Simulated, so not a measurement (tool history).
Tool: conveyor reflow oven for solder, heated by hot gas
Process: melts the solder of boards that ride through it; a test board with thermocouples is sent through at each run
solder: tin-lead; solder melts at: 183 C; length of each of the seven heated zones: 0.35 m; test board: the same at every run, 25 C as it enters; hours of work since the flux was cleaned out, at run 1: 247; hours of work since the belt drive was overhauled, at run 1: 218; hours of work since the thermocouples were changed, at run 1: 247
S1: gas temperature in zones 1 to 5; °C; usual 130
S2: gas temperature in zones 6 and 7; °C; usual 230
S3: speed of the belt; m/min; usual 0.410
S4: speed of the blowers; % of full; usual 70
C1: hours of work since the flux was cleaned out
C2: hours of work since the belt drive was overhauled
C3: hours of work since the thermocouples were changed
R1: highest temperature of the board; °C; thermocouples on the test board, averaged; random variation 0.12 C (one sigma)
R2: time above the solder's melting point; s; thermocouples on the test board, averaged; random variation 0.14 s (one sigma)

run 1 hour=0.0 | S1=130 S2=230 S3=0.410 S4=70 | C1=247 C2=218 C3=247 | R1=211.7 R2=67.0
run 2 hour=11.9 | S1=130 S2=230 S3=0.410 S4=70 | C1=256 C2=227 C3=256 | R1=211.4 R2=67.2
run 3 hour=23.9 | S1=130 S2=230 S3=0.410 S4=70 | C1=266 C2=236 C3=266 | R1=211.7 R2=66.7
run 4 hour=36.4 | S1=125 S2=230 S3=0.410 S4=70 | C1=276 C2=246 C3=276 | R1=210.5 R2=63.6
run 5 hour=49.6 | S1=125 S2=230 S3=0.410 S4=70 | C1=286 C2=257 C3=286 | R1=210.5 R2=63.3
run 6 hour=57.4 | S1=125 S2=230 S3=0.410 S4=70 | C1=292 C2=263 C3=292 | R1=210.5 R2=63.3
run 7 hour=65.1 | S1=130 S2=230 S3=0.410 S4=70 | C1=299 C2=269 C3=299 | R1=211.1 R2=66.5
-- hour=71.4 flux residue cleaned out of gas plates and filters
run 8 hour=77.4 | S1=130 S2=230 S3=0.410 S4=70 | C1=5 C2=275 C3=304 | R1=213.0 R2=69.1
run 9 hour=90.1 | S1=130 S2=230 S3=0.410 S4=70 | C1=15 C2=285 C3=314 | R1=213.1 R2=69.0
run 10 hour=103.4 | S1=130 S2=230 S3=0.410 S4=70 | C1=25 C2=295 C3=325 | R1=212.9 R2=69.4
run 11 hour=110.2 | S1=130 S2=230 S3=0.410 S4=80 | C1=31 C2=301 C3=330 | R1=214.6 R2=71.5
run 12 hour=116.9 | S1=130 S2=230 S3=0.410 S4=80 | C1=36 C2=306 C3=336 | R1=214.6 R2=71.6
run 13 hour=125.3 | S1=130 S2=230 S3=0.410 S4=80 | C1=43 C2=313 C3=342 | R1=214.5 R2=71.6
run 14 hour=133.7 | S1=130 S2=244 S3=0.410 S4=70 | C1=49 C2=319 C3=349 | R1=225.4 R2=81.3
run 15 hour=142.7 | S1=120 S2=240 S3=0.410 S4=70 | C1=56 C2=327 C3=356 | R1=219.9 R2=72.4
run 16 hour=149.7 | S1=141 S2=243 S3=0.410 S4=70 | C1=62 C2=332 C3=362 | R1=225.9 R2=86.8
run 17 hour=157.1 | S1=130 S2=224 S3=0.333 S4=65 | C1=68 C2=338 C3=367 | R1=212.3 R2=87.0
run 18 hour=171.4 | S1=145 S2=232 S3=0.432 S4=70 | C1=79 C2=349 C3=379 | R1=215.4 R2=74.7
run 19 hour=177.7 | S1=145 S2=232 S3=0.432 S4=70 | C1=84 C2=354 C3=384 | R1=215.5 R2=74.4
run 20 hour=190.2 | S1=130 S2=232 S3=0.347 S4=86 | C1=94 C2=364 C3=394 | R1=221.3 R2=94.9
run 21 hour=203.1 | S1=130 S2=232 S3=0.347 S4=86 | C1=104 C2=374 C3=404 | R1=221.2 R2=94.4
run 22 hour=212.4 | S1=124 S2=232 S3=0.347 S4=84 | C1=112 C2=382 C3=411 | R1=220.6 R2=90.7
run 23 hour=223.0 | S1=130 S2=230 S3=0.410 S4=87 | C1=120 C2=390 C3=420 | R1=215.1 R2=72.2
run 24 hour=228.9 | S1=144 S2=230 S3=0.410 S4=71 | C1=125 C2=395 C3=424 | R1=215.0 R2=77.9
run 25 hour=239.4 | S1=130 S2=225 S3=0.418 S4=70 | C1=133 C2=403 C3=433 | R1=207.1 R2=60.6
run 26 hour=249.0 | S1=130 S2=240 S3=0.440 S4=70 | C1=141 C2=411 C3=440 | R1=218.5 R2=69.2
run 27 hour=259.6 | S1=130 S2=240 S3=0.440 S4=70 | C1=149 C2=419 C3=449 | R1=218.1 R2=69.2
run 28 hour=265.7 | S1=130 S2=240 S3=0.440 S4=70 | C1=154 C2=424 C3=453 | R1=218.4 R2=68.9

Hidden state or all else? Some run-to-run changes of R1, split into what the settings, what came in and random variation would give without the hidden state, and what is left for the hidden state (with any gauge scatter that isn't in both results):
The hidden state here: heat that the gas passes to the board, % of a clean oven's; belt's true speed, % of the reading; true gas temperature in zones 6 and 7 over the reading, C; drift of the gauge itself on peak_c, C; drift of the gauge itself on liquid_s, %.
Run 1 -> 2: no setting changed, nothing entered. R1 -0.3 °C: hidden state -0.2, all else -0.1.
Run 7 -> 8: flux residue cleaned out of gas plates and filters. R1 +1.9 °C: hidden state +1.7, all else +0.2.
Run 16 -> 17: S1 141 -> 130, S2 243 -> 224, S3 0.410 -> 0.333, S4 70 -> 65. R1 -13.6 °C: hidden state +0.0, all else -13.6.
Run 25 -> 26: S2 225 -> 240, S3 0.418 -> 0.440. R1 +11.4 °C: hidden state +0.0, all else +11.4.

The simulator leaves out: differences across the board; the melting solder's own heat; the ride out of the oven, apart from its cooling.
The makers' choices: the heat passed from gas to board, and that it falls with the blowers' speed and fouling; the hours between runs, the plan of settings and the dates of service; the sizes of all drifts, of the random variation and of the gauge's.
